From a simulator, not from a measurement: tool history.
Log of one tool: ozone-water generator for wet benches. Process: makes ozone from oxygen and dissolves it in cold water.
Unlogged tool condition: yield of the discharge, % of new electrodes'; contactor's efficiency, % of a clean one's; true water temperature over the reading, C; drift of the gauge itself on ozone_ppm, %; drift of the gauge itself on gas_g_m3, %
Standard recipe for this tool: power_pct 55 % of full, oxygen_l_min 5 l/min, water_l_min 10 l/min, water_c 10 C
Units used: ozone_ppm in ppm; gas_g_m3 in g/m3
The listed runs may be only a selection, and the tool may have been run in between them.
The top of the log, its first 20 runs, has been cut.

run      day  power_pct  oxygen_l_min  water_l_min  water_c  hours of work since the electrodes were changed  hours of work since the contactor was cleaned  hours of work since the thermometer was calibrated  ozone_ppm  gas_g_m3
 21  121.479         43          4.08           13        6                                             6616                                           3432                                                4065       16.4     115.8
 22  125.629         43          4.08           13        6                                             6704                                           3521                                                4153       16.3     114.2
 23  132.808         55             5           10       11                                             6857                                           3674                                                4306       22.6     127.4
     137.317  -- electrodes of the discharge changed
 24  141.196         63             5           10       10                                               83                                           3847                                                4479         26     143.2
 25  148.579         63             5           10       10                                              240                                           4004                                                4636       25.8     143.9
 26  153.167         84          3.67           10       10                                              337                                           4102                                                4734       36.2     231.4
     154.188  -- water thermometer calibrated
 27  159.425         55          7.51           10       10                                              470                                           4234                                                 111       20.5      95.6
 28  163.021         41             3           12       14                                              547                                           4311                                                 188       15.3     134.3
 29  169.071         55             5           13       10                                              675                                           4440                                                 317         19     124.9
 30  175.662         57             5           13       10                                              816                                           4580                                                 457       19.7       131
 31  180.138         57             5           13       10                                              911                                           4675                                                 552       19.6     131.6
 32  188.938         57             5           13       10                                             1098                                           4862                                                 740       19.5     132.7
     189.642  -- contactor cleaned
 33  193.675         57             5           13        7                                             1195                                             86                                                 837       20.8       131

Forecast each of these 4 alternatives for the next run:
  A  197.346         57          3.27           11       11                                             1274                                            164                                                 915          ?         ?
  B  197.346         81             5            7       17                                             1274                                            164                                                 915          ?         ?
  C  197.346         55             5           10       16                                             1274                                            164                                                 915          ?         ?
  D  197.346         82          2.81            9        7                                             1274                                            164                                                 915          ?         ?

run  ozone_ppm  gas_g_m3
  A       23.2     175.3
  B         35     181.2
  C       20.4     126.1
  D       40.7     269.6
Without the tool's unlogged condition, the same runs would have read:
run  ozone_ppm  gas_g_m3
  A       23.2     175.3
  B         35     181.3
  C       20.4     126.1
  D       40.7     269.7

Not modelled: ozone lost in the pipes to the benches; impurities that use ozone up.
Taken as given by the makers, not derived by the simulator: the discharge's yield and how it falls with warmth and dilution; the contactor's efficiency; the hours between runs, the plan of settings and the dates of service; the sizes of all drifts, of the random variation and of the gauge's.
